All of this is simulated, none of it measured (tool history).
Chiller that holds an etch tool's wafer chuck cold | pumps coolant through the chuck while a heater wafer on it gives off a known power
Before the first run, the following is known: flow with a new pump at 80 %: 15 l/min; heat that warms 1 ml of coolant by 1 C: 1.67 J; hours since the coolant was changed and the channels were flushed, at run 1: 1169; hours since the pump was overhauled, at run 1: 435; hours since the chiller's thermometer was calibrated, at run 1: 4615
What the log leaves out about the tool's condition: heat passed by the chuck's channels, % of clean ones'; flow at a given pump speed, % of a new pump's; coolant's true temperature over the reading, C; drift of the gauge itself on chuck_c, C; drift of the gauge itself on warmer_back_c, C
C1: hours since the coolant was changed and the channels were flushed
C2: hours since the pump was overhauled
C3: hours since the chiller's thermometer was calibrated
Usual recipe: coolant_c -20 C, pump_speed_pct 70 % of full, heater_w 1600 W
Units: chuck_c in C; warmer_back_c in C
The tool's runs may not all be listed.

run 1 hour=0.0 | coolant_c=-20 pump_speed_pct=70 heater_w=1600 | C1=1169 C2=435 C3=4615 | chuck_c=-5.7 warmer_back_c=4.36
run 2 hour=18.1 | coolant_c=-20 pump_speed_pct=76 heater_w=1600 | C1=1187 C2=453 C3=4633 | chuck_c=-6.4 warmer_back_c=4.05
run 3 hour=49.2 | coolant_c=-27 pump_speed_pct=70 heater_w=1600 | C1=1218 C2=484 C3=4665 | chuck_c=-12.8 warmer_back_c=4.34
run 4 hour=76.8 | coolant_c=-27 pump_speed_pct=70 heater_w=1600 | C1=1246 C2=511 C3=4692 | chuck_c=-12.8 warmer_back_c=4.40
-- hour=86.4 chiller's thermometer calibrated
run 5 hour=99.9 | coolant_c=-20 pump_speed_pct=70 heater_w=986 | C1=1268 C2=534 C3=14 | chuck_c=-11.0 warmer_back_c=2.71
run 6 hour=137.8 | coolant_c=-20 pump_speed_pct=70 heater_w=986 | C1=1306 C2=571 C3=51 | chuck_c=-11.1 warmer_back_c=2.71
run 7 hour=179.4 | coolant_c=-20 pump_speed_pct=70 heater_w=1600 | C1=1348 C2=613 C3=93 | chuck_c=-5.5 warmer_back_c=4.37
run 8 hour=211.3 | coolant_c=-19 pump_speed_pct=70 heater_w=1600 | C1=1379 C2=645 C3=125 | chuck_c=-4.1 warmer_back_c=4.44
run 9 hour=228.6 | coolant_c=-19 pump_speed_pct=70 heater_w=1600 | C1=1397 C2=662 C3=142 | chuck_c=-4.4 warmer_back_c=4.41
run 10 hour=248.7 | coolant_c=-19 pump_speed_pct=70 heater_w=1600 | C1=1417 C2=682 C3=162 | chuck_c=-4.4 warmer_back_c=4.35
run 11 hour=269.1 | coolant_c=-20 pump_speed_pct=70 heater_w=1600 | C1=1437 C2=703 C3=183 | chuck_c=-5.7 warmer_back_c=4.41
run 12 hour=300.9 | coolant_c=-20 pump_speed_pct=70 heater_w=1516 | C1=1469 C2=735 C3=214 | chuck_c=-6.3 warmer_back_c=4.15
run 13 hour=338.0 | coolant_c=-24 pump_speed_pct=69 heater_w=920 | C1=1506 C2=772 C3=252 | chuck_c=-15.5 warmer_back_c=2.56
-- hour=344.9 coolant pump overhauled
run 14 hour=379.5 | coolant_c=-20 pump_speed_pct=88 heater_w=1600 | C1=1543 C2=35 C3=288 | chuck_c=-7.4 warmer_back_c=3.47
run 15 hour=421.8 | coolant_c=-11 pump_speed_pct=70 heater_w=1600 | C1=1585 C2=77 C3=330 | chuck_c=3.8 warmer_back_c=4.44
run 16 hour=458.8 | coolant_c=-11 pump_speed_pct=70 heater_w=1600 | C1=1622 C2=114 C3=367 | chuck_c=3.6 warmer_back_c=4.36
run 17 hour=476.9 | coolant_c=-30 pump_speed_pct=77 heater_w=1600 | C1=1640 C2=132 C3=386 | chuck_c=-16.3 warmer_back_c=3.99
-- hour=514.1 coolant pump overhauled, once more
run 18 hour=514.1 | coolant_c=-24 pump_speed_pct=64 heater_w=920 | C1=1672 C2=0 C3=418 | chuck_c=-15.2 warmer_back_c=2.76
run 19 hour=535.0 | coolant_c=-24 pump_speed_pct=64 heater_w=920 | C1=1693 C2=21 C3=439 | chuck_c=-14.9 warmer_back_c=2.81
run 20 hour=570.2 | coolant_c=-24 pump_speed_pct=64 heater_w=920 | C1=1728 C2=56 C3=474 | chuck_c=-15.2 warmer_back_c=2.80
run 21 hour=611.6 | coolant_c=-24 pump_speed_pct=64 heater_w=920 | C1=1770 C2=98 C3=515 | chuck_c=-15.1 warmer_back_c=2.75

What if the next run were any one of these 3? Each begins from the tool's condition after run 21:
run A hour=653.1 | coolant_c=-20 pump_speed_pct=95 heater_w=1600 | C1=1811 C2=139 C3=557 | chuck_c=? warmer_back_c=?
run B hour=653.1 | coolant_c=-23 pump_speed_pct=75 heater_w=1811 | C1=1811 C2=139 C3=557 | chuck_c=? warmer_back_c=?
run C hour=653.1 | coolant_c=-20 pump_speed_pct=78 heater_w=1477 | C1=1811 C2=139 C3=557 | chuck_c=? warmer_back_c=?

run=A chuck_c=-8.0 warmer_back_c=3.15
run=B chuck_c=-7.3 warmer_back_c=4.65
run=C chuck_c=-7.5 warmer_back_c=3.65
With no hidden state in the tool, these same runs would have given:
run=A chuck_c=-8.3 warmer_back_c=3.15
run=B chuck_c=-7.7 warmer_back_c=4.65
run=C chuck_c=-7.8 warmer_back_c=3.65
